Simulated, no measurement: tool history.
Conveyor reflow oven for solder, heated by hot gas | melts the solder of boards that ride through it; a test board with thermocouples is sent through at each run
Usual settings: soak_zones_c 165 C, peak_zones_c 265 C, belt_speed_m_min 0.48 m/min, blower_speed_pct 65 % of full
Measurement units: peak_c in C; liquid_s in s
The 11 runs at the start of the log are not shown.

run	hour	soak_zones_c	peak_zones_c	belt_speed_m_min	blower_speed_pct	hours of work since the flux was cleaned out	hours of work since the belt drive was overhauled	hours of work since the thermocouples were changed	peak_c	liquid_s
12	262	165	265	0.48	64	235	847	509	248.1	68.5
13	283.7	165	265	0.48	64	248	859	522	248.3	68.3
14	301	165	265	0.48	64	258	870	532	247.8	68.7
15	325.5	165	265	0.48	64	272	884	547	248	68.9
16	351.3	162	253	0.497	57	288	899	562	233.3	44
17	373.1	150	268	0.497	57	300	912	575	243.3	52.9
18	391.2	150	271	0.497	71	311	923	585	251.3	63.4
19	414.3	156	265	0.434	89	325	936	599	255.2	82.9
# hour 426.9: flux residue cleaned out of gas plates and filters
20	434.6	165	274	0.48	65	5	945	608	258.4	79.2
21	459.7	165	274	0.48	65	19	960	623	258.4	78.1
22	490.1	165	274	0.48	65	37	978	641	257.8	77.6
23	520.1	165	274	0.48	65	55	996	658	258.1	78.8
24	544.9	179	259	0.436	65	69	1010	673	249.3	86.8
# hour 560.4: thermocouples of zones 6 and 7 changed
25	567.5	151	266	0.48	55	82	1022	4	244.5	58.6
26	599.3	165	280	0.48	65	100	1041	23	262.6	82.2
27	623.9	165	280	0.48	65	115	1056	37	262.6	82.7

Run 28 comes next. What will it give?
28	651.2	151	262	0.48	65	131	1072	53	?	?

peak_c: 244.3 C
liquid_s: 59.7 s
Had the tool carried no hidden state, the very same run would have given peak_c 243.7 C, liquid_s 57.2 s.

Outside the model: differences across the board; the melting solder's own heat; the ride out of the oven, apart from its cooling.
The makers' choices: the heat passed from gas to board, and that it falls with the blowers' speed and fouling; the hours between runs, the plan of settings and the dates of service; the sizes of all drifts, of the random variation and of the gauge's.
